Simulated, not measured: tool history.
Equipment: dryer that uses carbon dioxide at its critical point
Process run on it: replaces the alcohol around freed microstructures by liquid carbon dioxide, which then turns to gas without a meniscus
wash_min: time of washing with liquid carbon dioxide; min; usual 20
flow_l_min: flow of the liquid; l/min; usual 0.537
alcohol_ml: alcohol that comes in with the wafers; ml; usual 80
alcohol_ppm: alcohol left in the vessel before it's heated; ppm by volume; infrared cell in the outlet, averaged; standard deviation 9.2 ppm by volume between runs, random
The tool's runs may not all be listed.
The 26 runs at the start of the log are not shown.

run	hour	wash_min	flow_l_min	alcohol_ml	alcohol_ppm
27	600.5	16	0.537	24	665
28	627.4	30	0.537	80	230
# hour 636.9: inlet filter changed
29	645.5	30	0.705	80	100
30	663.7	21	0.472	37	432
31	679.3	21	0.472	37	450
32	707.6	21	0.472	37	476
33	726.3	14	0.335	107	8552
34	747.9	22	0.389	35	756
35	769.9	20	0.841	45	170
36	796.4	20	0.366	45	1545
37	822.1	30	0.537	80	248
38	848.4	30	0.537	80	263
39	877.9	12	0.636	79	2714
40	896.9	28	0.508	52	309
41	930.3	31	0.576	40	217

4 options for the next run, each taken on its own from the tool as it stands now. Forecast them:
# hour 952.4: inlet filter changed
A	957.3	31	0.576	33	?
# hour 952.4: inlet filter changed
B	957.3	13	0.576	90	?
# hour 952.4: inlet filter changed
C	957.3	26	0.537	41	?
# hour 952.4: inlet filter changed
D	957.3	26	0.576	40	?

run	alcohol_ppm
A	198
B	2397
C	252
D	232
What these runs would have given with no unlogged condition in the tool:
run	alcohol_ppm
A	16
B	2192
C	78
D	51
